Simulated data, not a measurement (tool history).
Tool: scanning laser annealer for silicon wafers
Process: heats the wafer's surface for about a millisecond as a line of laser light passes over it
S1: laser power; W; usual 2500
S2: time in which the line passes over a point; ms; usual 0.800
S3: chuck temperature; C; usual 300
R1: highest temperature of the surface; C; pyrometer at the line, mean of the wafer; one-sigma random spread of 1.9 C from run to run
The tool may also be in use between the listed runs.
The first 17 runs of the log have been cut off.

{"run": 18, "hour": 431.3, "S1": 2500, "S2": 0.8, "S3": 294, "R1": 1056}
{"run": 19, "hour": 461.5, "S1": 2274, "S2": 0.8, "S3": 273, "R1": 969}
{"run": 20, "hour": 485.9, "S1": 2455, "S2": 0.743, "S3": 338, "R1": 1057}
{"run": 21, "hour": 504.8, "S1": 2611, "S2": 0.9, "S3": 265, "R1": 1106}
{"run": 22, "hour": 532.2, "S1": 2489, "S2": 0.9, "S3": 265, "R1": 1068}
{"run": 23, "hour": 562.5, "S1": 2632, "S2": 0.578, "S3": 265, "R1": 931}
{"run": 24, "hour": 588.1, "S1": 2455, "S2": 0.8, "S3": 303, "R1": 1045}
{"run": 25, "hour": 624.3, "S1": 2441, "S2": 0.666, "S3": 303, "R1": 974}
{"run": 26, "hour": 658.4, "S1": 2645, "S2": 0.666, "S3": 265, "R1": 985}
{"run": 27, "hour": 687.2, "S1": 2645, "S2": 0.666, "S3": 265, "R1": 984}
{"run": 28, "hour": 705.1, "S1": 2645, "S2": 0.666, "S3": 265, "R1": 982}
{"run": 29, "hour": 729.8, "S1": 2645, "S2": 0.666, "S3": 265, "R1": 983}
{"run": 30, "hour": 756.0, "S1": 2645, "S2": 0.666, "S3": 265, "R1": 983}
{"hour": 775.7, "done": "window over the wafer cleaned"}
{"run": 31, "hour": 783.1, "S1": 2625, "S2": 0.667, "S3": 265, "R1": 1003}
{"run": 32, "hour": 806.4, "S1": 2438, "S2": 0.992, "S3": 284, "R1": 1127}

5 options for the next run, each taken on its own from the tool as it stands now. Forecast them:
{"run": "A", "hour": 823.7, "S1": 2415, "S2": 0.571, "S3": 285, "R1": "?"}
{"run": "B", "hour": 823.7, "S1": 2500, "S2": 0.717, "S3": 300, "R1": "?"}
{"run": "C", "hour": 823.7, "S1": 2491, "S2": 0.652, "S3": 331, "R1": "?"}
{"run": "D", "hour": 823.7, "S1": 2357, "S2": 0.869, "S3": 323, "R1": "?"}
{"run": "E", "hour": 823.7, "S1": 2341, "S2": 0.651, "S3": 277, "R1": "?"}

run=A R1=910
run=B R1=1029
run=C R1=1022
run=D R1=1089
run=E R1=930
The same runs, with their run-to-run variation unchanged, on a tool lacking any hidden condition would have given:
run=A R1=921
run=B R1=1042
run=C R1=1034
run=D R1=1103
run=E R1=941

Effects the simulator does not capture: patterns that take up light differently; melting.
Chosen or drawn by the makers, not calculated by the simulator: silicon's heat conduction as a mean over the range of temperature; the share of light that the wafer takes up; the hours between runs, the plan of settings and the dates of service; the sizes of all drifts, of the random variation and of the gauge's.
